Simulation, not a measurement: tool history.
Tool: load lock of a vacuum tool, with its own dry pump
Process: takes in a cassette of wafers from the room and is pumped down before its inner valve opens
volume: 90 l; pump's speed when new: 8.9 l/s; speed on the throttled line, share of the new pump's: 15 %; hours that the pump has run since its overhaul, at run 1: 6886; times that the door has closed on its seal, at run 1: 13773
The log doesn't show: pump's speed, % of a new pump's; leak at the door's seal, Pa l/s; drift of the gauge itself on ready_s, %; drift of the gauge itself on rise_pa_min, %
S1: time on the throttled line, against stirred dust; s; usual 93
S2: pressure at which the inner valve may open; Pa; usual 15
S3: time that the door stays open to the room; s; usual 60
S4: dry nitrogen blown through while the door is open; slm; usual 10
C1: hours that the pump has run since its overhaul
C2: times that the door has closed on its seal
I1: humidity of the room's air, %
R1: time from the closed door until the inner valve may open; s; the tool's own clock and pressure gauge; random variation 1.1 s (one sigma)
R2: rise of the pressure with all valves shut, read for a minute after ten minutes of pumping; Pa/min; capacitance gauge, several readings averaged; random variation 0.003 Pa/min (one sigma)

run	day	S1	S2	S3	S4	C1	C2	I1	R1	R2
1	0	93	15	60	10	6886	13773	44.1	170.2	0.097
2	27.558	93	15	60	10	7547	16917	42.7	172.5	0.121
3	51.85	93	28	60	10	8130	19689	46.6	165.1	0.149
4	76.988	93	28	60	10	8734	22557	47.2	166.9	0.181
5	90.654	93	28	60	10	9062	24117	46.5	166.8	0.2
6	114.55	93	28	60	10	9635	26844	47	170	0.224
7	130.333	93	15	60	14	10014	28644	44.1	177	0.247
8	149.175	93	15	176	14	10466	30794	43.9	176.5	0.301
9	170.888	93	15	176	14	10987	33272	44.6	178.2	0.336
10	194.888	93	26	60	10	11563	36010	44.9	172.3	0.361
11	222.975	93	14	60	10	12237	39215	47.1	182.5	0.421
12	235.308	93	15	60	10	12533	40623	45.3	180.9	0.44
# day 237.525: door's seal changed, seat wiped
13	258.788	93	15	179	10	13095	2426	42.9	181.2	0.055
14	286.633	93	15	78	10	13764	5603	44.7	182.3	0.055
15	312.954	93	15	29	10	14395	8606	46.2	184.5	0.064
16	328.271	93	15	60	10	14763	10355	45.6	182.8	0.076
17	345.633	93	15	60	10	15180	12336	43.3	185	0.087
18	357.088	93	15	60	10	15455	13643	45.5	185.6	0.1
19	372.925	93	15	60	10	15835	15450	47.1	184.3	0.127
20	400.812	93	15	123	6	16504	18632	43.8	187.1	0.175
21	420.517	108	15	123	6	16977	20880	46.5	199.3	0.211
22	444.862	108	15	123	6	17561	23658	45.3	198.4	0.236
23	459.358	128	11	123	15	17909	25312	45	219.4	0.239
24	474.862	128	11	123	15	18281	27082	44.3	223	0.257
25	493.988	128	11	123	15	18740	29264	44.9	223.9	0.284
# day 501.554: dry pump taken out, an overhauled one fitted
26	518.958	128	11	123	15	418	32085	42.8	201.1	0.319
27	544.067	101	11	123	25	1020	34949	46.4	179.3	0.359
28	563.496	93	20	60	10	1487	37166	46.3	166.9	0.396
29	588.05	93	15	117	4	2076	39968	46.2	169.1	0.473
# day 597.512: door's seal changed, seat wiped
30	605.15	117	12	60	8	2485	871	45.2	192.9	0.026
31	621.133	93	15	60	22	2868	2695	41.5	171.3	0.028
32	640.433	136	12	32	10	3332	4898	44.9	212	0.036
33	668.729	76	12	32	10	4011	8126	41.6	162	0.051
34	695.621	76	15	25	10	4656	11195	39.5	159.3	0.07
35	723.825	93	13	60	25	5333	14413	41.9	175.3	0.093
36	737.575	89	24	48	10	5663	15982	42.7	165.5	0.12
37	763.9	93	21	60	10	6295	18986	45.5	171.7	0.164

Forecast each of these 4 alternatives for the next run:
A	789.55	93	11	69	10	6910	21913	45.3	?	?
B	789.55	93	15	144	5	6910	21913	42.9	?	?
C	789.55	93	21	60	8	6910	21913	47.5	?	?
D	789.55	88	27	60	13	6910	21913	44.4	?	?

run	R1	R2
A	180.6	0.181
B	177.1	0.209
C	172.1	0.191
D	164.8	0.176
Without the tool's hidden state the same runs would have given:
run	R1	R2
A	171.5	0.025
B	168.4	0.052
C	163.8	0.032
D	156.7	0.015
